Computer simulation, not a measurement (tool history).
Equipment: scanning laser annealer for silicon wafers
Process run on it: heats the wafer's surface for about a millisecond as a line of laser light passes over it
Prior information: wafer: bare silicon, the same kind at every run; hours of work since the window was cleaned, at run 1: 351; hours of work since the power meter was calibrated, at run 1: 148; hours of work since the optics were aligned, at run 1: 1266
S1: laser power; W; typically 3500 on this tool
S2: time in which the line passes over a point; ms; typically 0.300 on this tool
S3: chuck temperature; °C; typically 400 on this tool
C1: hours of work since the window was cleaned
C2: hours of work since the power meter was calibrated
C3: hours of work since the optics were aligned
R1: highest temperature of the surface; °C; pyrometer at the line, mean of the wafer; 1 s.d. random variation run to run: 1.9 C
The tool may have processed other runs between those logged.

{"run": 1, "hour": 0.0, "S1": 3500, "S2": 0.3, "S3": 400, "C1": 351, "C2": 148, "C3": 1266, "R1": 1199}
{"run": 2, "hour": 12.8, "S1": 3500, "S2": 0.3, "S3": 434, "C1": 359, "C2": 155, "C3": 1273, "R1": 1234}
{"run": 3, "hour": 25.3, "S1": 3500, "S2": 0.3, "S3": 434, "C1": 366, "C2": 162, "C3": 1280, "R1": 1234}
{"run": 4, "hour": 34.8, "S1": 3500, "S2": 0.3, "S3": 431, "C1": 371, "C2": 168, "C3": 1286, "R1": 1231}
{"run": 5, "hour": 46.3, "S1": 3500, "S2": 0.352, "S3": 431, "C1": 378, "C2": 174, "C3": 1292, "R1": 1304}
{"run": 6, "hour": 56.0, "S1": 3500, "S2": 0.3, "S3": 400, "C1": 383, "C2": 180, "C3": 1298, "R1": 1199}
{"run": 7, "hour": 67.6, "S1": 3369, "S2": 0.3, "S3": 400, "C1": 390, "C2": 187, "C3": 1305, "R1": 1166}
{"run": 8, "hour": 85.1, "S1": 3369, "S2": 0.3, "S3": 400, "C1": 400, "C2": 197, "C3": 1315, "R1": 1169}
{"run": 9, "hour": 94.6, "S1": 3369, "S2": 0.3, "S3": 400, "C1": 405, "C2": 202, "C3": 1320, "R1": 1169}
{"run": 10, "hour": 102.7, "S1": 3369, "S2": 0.3, "S3": 400, "C1": 410, "C2": 207, "C3": 1325, "R1": 1170}
{"run": 11, "hour": 114.4, "S1": 3369, "S2": 0.3, "S3": 400, "C1": 416, "C2": 213, "C3": 1331, "R1": 1169}
{"run": 12, "hour": 127.4, "S1": 3369, "S2": 0.3, "S3": 400, "C1": 424, "C2": 221, "C3": 1339, "R1": 1168}
{"run": 13, "hour": 138.9, "S1": 3500, "S2": 0.3, "S3": 378, "C1": 430, "C2": 227, "C3": 1345, "R1": 1178}
{"run": 14, "hour": 152.2, "S1": 3500, "S2": 0.3, "S3": 378, "C1": 438, "C2": 235, "C3": 1353, "R1": 1178}
{"hour": 169.6, "done": "optics aligned, line set to its width"}
{"run": 15, "hour": 172.2, "S1": 3500, "S2": 0.3, "S3": 378, "C1": 446, "C2": 243, "C3": 1, "R1": 1178}
{"run": 16, "hour": 183.5, "S1": 3500, "S2": 0.3, "S3": 400, "C1": 453, "C2": 250, "C3": 8, "R1": 1199}
{"run": 17, "hour": 193.6, "S1": 3500, "S2": 0.294, "S3": 400, "C1": 459, "C2": 255, "C3": 14, "R1": 1190}
{"run": 18, "hour": 203.7, "S1": 3500, "S2": 0.294, "S3": 400, "C1": 464, "C2": 261, "C3": 19, "R1": 1195}
{"run": 19, "hour": 220.9, "S1": 3500, "S2": 0.294, "S3": 400, "C1": 474, "C2": 271, "C3": 29, "R1": 1190}
{"run": 20, "hour": 232.2, "S1": 3500, "S2": 0.294, "S3": 400, "C1": 481, "C2": 277, "C3": 36, "R1": 1192}
{"run": 21, "hour": 249.5, "S1": 3500, "S2": 0.294, "S3": 400, "C1": 490, "C2": 287, "C3": 45, "R1": 1191}
{"run": 22, "hour": 259.5, "S1": 3500, "S2": 0.294, "S3": 400, "C1": 496, "C2": 293, "C3": 51, "R1": 1189}
{"run": 23, "hour": 270.2, "S1": 3500, "S2": 0.294, "S3": 400, "C1": 502, "C2": 299, "C3": 57, "R1": 1191}
{"run": 24, "hour": 285.6, "S1": 3500, "S2": 0.284, "S3": 400, "C1": 511, "C2": 308, "C3": 66, "R1": 1175}
{"run": 25, "hour": 301.1, "S1": 3500, "S2": 0.284, "S3": 400, "C1": 520, "C2": 317, "C3": 75, "R1": 1177}
{"run": 26, "hour": 309.2, "S1": 3291, "S2": 0.282, "S3": 400, "C1": 524, "C2": 321, "C3": 79, "R1": 1124}
{"run": 27, "hour": 323.1, "S1": 3815, "S2": 0.371, "S3": 437, "C1": 532, "C2": 329, "C3": 87, "R1": 1418}
{"run": 28, "hour": 339.1, "S1": 3815, "S2": 0.371, "S3": 437, "C1": 541, "C2": 338, "C3": 96, "R1": 1419}
{"run": 29, "hour": 356.6, "S1": 3025, "S2": 0.324, "S3": 429, "C1": 551, "C2": 348, "C3": 106, "R1": 1145}
{"run": 30, "hour": 365.0, "S1": 3258, "S2": 0.3, "S3": 400, "C1": 556, "C2": 353, "C3": 111, "R1": 1144}
{"run": 31, "hour": 377.8, "S1": 3106, "S2": 0.359, "S3": 413, "C1": 563, "C2": 360, "C3": 118, "R1": 1191}
{"run": 32, "hour": 386.5, "S1": 3500, "S2": 0.347, "S3": 400, "C1": 568, "C2": 365, "C3": 123, "R1": 1266}
{"run": 33, "hour": 404.1, "S1": 3440, "S2": 0.222, "S3": 393, "C1": 578, "C2": 375, "C3": 133, "R1": 1059}
{"run": 34, "hour": 417.9, "S1": 3833, "S2": 0.237, "S3": 387, "C1": 586, "C2": 383, "C3": 141, "R1": 1159}
{"run": 35, "hour": 435.0, "S1": 3500, "S2": 0.351, "S3": 407, "C1": 596, "C2": 393, "C3": 151, "R1": 1278}
{"run": 36, "hour": 451.8, "S1": 3500, "S2": 0.233, "S3": 418, "C1": 606, "C2": 402, "C3": 161, "R1": 1112}
{"run": 37, "hour": 466.0, "S1": 3500, "S2": 0.233, "S3": 418, "C1": 614, "C2": 410, "C3": 169, "R1": 1114}
{"run": 38, "hour": 480.6, "S1": 3500, "S2": 0.233, "S3": 418, "C1": 622, "C2": 419, "C3": 177, "R1": 1111}
{"run": 39, "hour": 492.2, "S1": 3800, "S2": 0.322, "S3": 400, "C1": 629, "C2": 425, "C3": 184, "R1": 1306}
{"run": 40, "hour": 501.2, "S1": 3456, "S2": 0.363, "S3": 439, "C1": 634, "C2": 430, "C3": 189, "R1": 1312}
{"run": 41, "hour": 510.3, "S1": 3456, "S2": 0.363, "S3": 439, "C1": 639, "C2": 436, "C3": 194, "R1": 1310}

For each entry between runs, how does the tool's hidden state at the last listed run before it compare with that at the first listed run after it?
In the gap between runs 14 and 15: optics aligned, line set to its width (hour 169.6)
  light that passes the window, % of a clean one's: 99.98 -> 99.97; width of the line over the set one, %: 0.09 -> 0
